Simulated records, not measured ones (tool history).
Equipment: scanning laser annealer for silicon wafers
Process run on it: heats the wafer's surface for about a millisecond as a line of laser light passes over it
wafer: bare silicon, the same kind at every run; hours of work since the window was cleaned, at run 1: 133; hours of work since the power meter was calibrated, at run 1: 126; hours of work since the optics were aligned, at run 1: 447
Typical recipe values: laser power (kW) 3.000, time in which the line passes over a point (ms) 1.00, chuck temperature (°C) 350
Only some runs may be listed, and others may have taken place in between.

run	hour	laser power (kW)	time in which the line passes over a point (ms)	chuck temperature (°C)	hours of work since the window was cleaned	hours of work since the power meter was calibrated	hours of work since the optics were aligned	highest temperature of the surface (°C)
1	0.0	3.000	1.00	350	133	126	447	1115
2	14.3	3.000	1.00	350	140	132	454	1113
3	26.2	3.000	1.00	350	145	137	459	1111
4	35.5	3.000	1.00	350	149	141	463	1111
5	44.7	3.000	1.00	350	153	145	467	1109
6	56.9	3.000	1.00	350	158	151	472	1108
7	73.0	3.000	1.00	350	166	158	480	1106
8	80.7	3.000	1.00	350	169	161	483	1104
9	96.6	3.000	1.00	387	176	168	490	1143
10	110.2	3.000	1.18	387	182	174	496	1197
11	124.8	3.000	1.17	387	188	181	502	1200
12	133.9	3.000	1.17	387	192	185	507	1199
13	142.4	3.187	1.05	362	196	189	510	1186
14	152.6	3.187	1.05	362	201	193	515	1176
15	167.9	2.977	0.83	315	208	200	522	998
16	183.9	3.000	1.00	333	215	207	529	1081

Each row is a separate what-if for the run after 16, all from the same tool condition, not one after another. Results?
A	200.1	3.000	1.06	350	222	214	536	?
B	200.1	3.000	0.71	368	222	214	536	?
C	200.1	3.000	0.79	350	222	214	536	?
D	200.1	2.831	1.01	341	222	214	536	?

run	highest temperature of the surface (°C)
A	1120
B	1006
C	1019
D	1048
Without the tool's hidden state the same runs would have given:
run	highest temperature of the surface (°C)
A	1164
B	1042
C	1057
D	1088
